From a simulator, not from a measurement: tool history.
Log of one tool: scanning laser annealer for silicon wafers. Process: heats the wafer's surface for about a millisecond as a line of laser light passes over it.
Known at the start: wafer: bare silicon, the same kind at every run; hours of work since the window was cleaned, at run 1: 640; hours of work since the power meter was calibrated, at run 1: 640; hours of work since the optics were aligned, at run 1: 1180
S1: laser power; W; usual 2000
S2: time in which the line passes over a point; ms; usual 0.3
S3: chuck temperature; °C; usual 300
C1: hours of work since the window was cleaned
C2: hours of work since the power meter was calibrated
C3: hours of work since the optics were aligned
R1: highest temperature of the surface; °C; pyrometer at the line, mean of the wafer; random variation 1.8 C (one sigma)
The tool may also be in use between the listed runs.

| run | hour | S1 | S2 | S3 | C1 | C2 | C3 | R1 |
|---|---|---|---|---|---|---|---|---|
| 1 | 0 | 2000 | 0.3 | 300 | 640 | 640 | 1180 | 1022 |
|  | 4 | window over the wafer cleaned |
| 2 | 29.3 | 2000 | 0.3 | 283 | 19 | 661 | 1200 | 1016 |
| 3 | 55.6 | 2000 | 0.3 | 283 | 38 | 680 | 1220 | 1016 |
| 4 | 70.1 | 1769 | 0.3 | 283 | 49 | 691 | 1230 | 915 |
| 5 | 95.5 | 1769 | 0.3 | 283 | 68 | 710 | 1249 | 917 |
| 6 | 121.2 | 2000 | 0.3 | 322 | 87 | 729 | 1268 | 1053 |
| 7 | 134.9 | 2000 | 0.273 | 322 | 97 | 739 | 1278 | 1017 |
| 8 | 157.8 | 2000 | 0.273 | 322 | 114 | 756 | 1295 | 1016 |
| 9 | 188.1 | 2000 | 0.273 | 322 | 137 | 778 | 1318 | 1015 |
| 10 | 202.2 | 2000 | 0.273 | 322 | 147 | 789 | 1328 | 1015 |
| 11 | 230.9 | 2000 | 0.273 | 322 | 168 | 810 | 1350 | 1015 |
| 12 | 254.6 | 2000 | 0.273 | 322 | 186 | 828 | 1367 | 1016 |
| 13 | 275.9 | 2000 | 0.273 | 322 | 202 | 843 | 1383 | 1012 |
| 14 | 299.6 | 2000 | 0.273 | 322 | 219 | 861 | 1401 | 1009 |
| 15 | 318.3 | 2000 | 0.273 | 264 | 233 | 875 | 1414 | 956 |
| 16 | 350 | 2000 | 0.273 | 264 | 257 | 898 | 1438 | 952 |
| 17 | 367.7 | 2000 | 0.273 | 264 | 270 | 911 | 1451 | 952 |
| 18 | 386.3 | 2000 | 0.273 | 264 | 283 | 925 | 1465 | 953 |
| 19 | 414.1 | 2000 | 0.3 | 319 | 304 | 946 | 1485 | 1042 |
| 20 | 443 | 2000 | 0.3 | 319 | 326 | 967 | 1507 | 1042 |
| 21 | 459.2 | 2000 | 0.3 | 319 | 337 | 979 | 1519 | 1039 |
| 22 | 490.4 | 2128 | 0.374 | 261 | 361 | 1002 | 1542 | 1143 |
| 23 | 515.1 | 2128 | 0.21 | 261 | 379 | 1021 | 1560 | 900 |

The next listed run, before its measurement:
| 24 | 538.9 | 2040 | 0.25 | 334 | 397 | 1038 | 1578 | ? |

Run 24 gave R1 1002 °C.
Without the tool's hidden state the same run would have given R1 1024 °C.
